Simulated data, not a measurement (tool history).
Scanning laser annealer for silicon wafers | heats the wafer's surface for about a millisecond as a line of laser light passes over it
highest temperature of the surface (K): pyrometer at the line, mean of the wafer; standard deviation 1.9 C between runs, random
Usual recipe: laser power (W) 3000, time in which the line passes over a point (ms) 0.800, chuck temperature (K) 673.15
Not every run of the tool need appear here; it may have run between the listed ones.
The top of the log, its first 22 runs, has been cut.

run   hour  laser power (W)  time in which the line passes over a point (ms)  chuck temperature (K)  highest temperature of the surface (K)
 23  526.0             2919                                            0.688                 692.15                                 1421.15
 24  549.6             2747                                            0.664                 645.15                                 1308.15
 25  564.0             2747                                            0.664                 645.15                                 1309.15
 26  586.4             2669                                            0.752                 645.15                                 1317.15
 27  613.3             2669                                            0.752                 645.15                                 1315.15
 28  633.9             3043                                            0.995                 673.15                                 1574.15
 29  650.8             3043                                            0.995                 673.15                                 1578.15
 30  672.6             3066                                            0.865                 673.15                                 1525.15
 31  694.7             3024                                            0.910                 652.15                                 1510.15
 32  722.5             3024                                            0.910                 652.15                                 1502.15
 33  749.6             3249                                            0.634                 652.15                                 1445.15
 34  770.5             3249                                            0.634                 652.15                                 1447.15

For run 35, what comes out?
 35  787.1             3249                                            0.634                 652.15                                       ?

Run 35 yielded highest temperature of the surface (K) 1445.15.
With no hidden state in the tool, this same run would have given highest temperature of the surface (K) 1476.15.
